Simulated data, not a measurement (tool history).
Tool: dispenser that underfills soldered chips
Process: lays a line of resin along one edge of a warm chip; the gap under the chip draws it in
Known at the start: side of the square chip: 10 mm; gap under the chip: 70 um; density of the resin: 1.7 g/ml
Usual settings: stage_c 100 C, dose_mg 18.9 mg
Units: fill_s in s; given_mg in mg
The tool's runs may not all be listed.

run,hour,stage_c,dose_mg,fill_s,given_mg
1,0,100,18.9,281.9,18.33
2,3.6,100,18.9,155.4,18.47
3,5.8,100,19.1,180.7,18.57
4,9.6,100,19,218.8,18.28
5,13.4,100,24.3,263.9,23.48
6,18.2,100,22.9,158.7,22.24
7,20.4,100,22.9,179.5,22.24
8,24.5,100,22.9,221.7,22.14
9,28,100,22.9,276.3,22.05
10,30.8,100,22.9,141.1,22.02
11,33,100,18.9,161.9,18
12,36,100,18.9,194.4,18.32
13,39.4,100,18.9,231.3,18.22
14,42.2,100,18.9,274.1,17.99
15,46.2,100,18.9,156.7,17.9
16,49.1,100,18.9,183.9,18.06
17,51.3,100,18.9,210.5,18.01
18,54.3,100,18.9,247.6,17.91
19,57.6,98,18.6,142,17.62
20,61.3,109,21.8,126.3,20.62
21,65.4,109,21.8,155.8,20.64
22,67.4,109,21.8,177.1,20.7
23,71.7,100,24.3,128.1,22.74
24,75.4,91,21.1,208,19.95
25,79.2,100,19.9,197.9,18.62
26,82.4,89,17.8,345.7,16.75
27,84.3,90,24.5,357.4,22.97
28,88.2,90,24.5,198,22.71
29,91.4,111,22.7,127.2,21.18
30,94.6,111,22.7,152.9,21.17
31,99,111,22.7,193.9,21.09
32,103.5,104,19.1,131.2,19.23
33,105.5,104,19.1,147.9,19.03
34,110,105,19.3,182.8,19.35
35,112.2,105,19.3,212.2,19.09

Taken out of this log: 9 entries between the listed runs. Where each belongs, and how the hidden state differs across it:
Between runs 1 and 2: new syringe of resin (hour 0.5)
  resin's viscosity, % of fresh resin's: 219.4 -> 120.2; dose that the valve gives, % of what is set: 97.77 -> 97.6; true chip temperature over the reading, C: -0.35 -> -0.36
  measured less the result without the state, fill_s: +155 -> +28.1 s; given_mg: -0.42 -> -0.45 mg
Between runs 5 and 6: new syringe of resin (hour 14.7)
  resin's viscosity, % of fresh resin's: 209.3 -> 123.2; dose that the valve gives, % of what is set: 97.09 -> 96.88; true chip temperature over the reading, C: -0.4 -> -0.42
  measured less the result without the state, fill_s: +139.4 -> +31.6 s; given_mg: -0.7 -> -0.72 mg
Between runs 9 and 10: new syringe of resin (hour 28.9)
  resin's viscosity, % of fresh resin's: 215.6 -> 110.7; dose that the valve gives, % of what is set: 96.38 -> 96.24; true chip temperature over the reading, C: -0.47 -> -0.48
  measured less the result without the state, fill_s: +150.3 -> +15.7 s; given_mg: -0.82 -> -0.86 mg
Between runs 14 and 15: new syringe of resin (hour 43.1)
  resin's viscosity, % of fresh resin's: 211.3 -> 119.7; dose that the valve gives, % of what is set: 95.64 -> 95.44; true chip temperature over the reading, C: -0.53 -> -0.55
  measured less the result without the state, fill_s: +147.2 -> +28.8 s; given_mg: -0.82 -> -0.85 mg
Between runs 18 and 19: new syringe of resin (hour 57.3)
  resin's viscosity, % of fresh resin's: 190.2 -> 101.8; dose that the valve gives, % of what is set: 95.03 -> 94.88; true chip temperature over the reading, C: -0.58 -> -0.6
  measured less the result without the state, fill_s: +120.5 -> +6.1 s; given_mg: -0.93 -> -0.95 mg
Between runs 22 and 23: new syringe of resin (hour 71.7)
  resin's viscosity, % of fresh resin's: 177.6 -> 99.5; dose that the valve gives, % of what is set: 94.35 -> 94.14; true chip temperature over the reading, C: -0.64 -> -0.66
  measured less the result without the state, fill_s: +79.4 -> +2.1 s; given_mg: -1.24 -> -1.41 mg
Between runs 27 and 28: new syringe of resin (hour 85.9)
  resin's viscosity, % of fresh resin's: 203.2 -> 113.2; dose that the valve gives, % of what is set: 93.48 -> 93.29; true chip temperature over the reading, C: -0.71 -> -0.73
  measured less the result without the state, fill_s: +185.8 -> +27.6 s; given_mg: -1.6 -> -1.64 mg
Between runs 31 and 32: new syringe of resin (hour 100); dispensing valve cleaned and set on the balance (hour 103.2)
  resin's viscosity, % of fresh resin's: 209.2 -> 114.6; dose that the valve gives, % of what is set: 92.72 -> 100.1; true chip temperature over the reading, C: -0.77 -> -0.79
  measured less the result without the state, fill_s: +103.7 -> +19.4 s; given_mg: -1.66 -> +0.02 mg

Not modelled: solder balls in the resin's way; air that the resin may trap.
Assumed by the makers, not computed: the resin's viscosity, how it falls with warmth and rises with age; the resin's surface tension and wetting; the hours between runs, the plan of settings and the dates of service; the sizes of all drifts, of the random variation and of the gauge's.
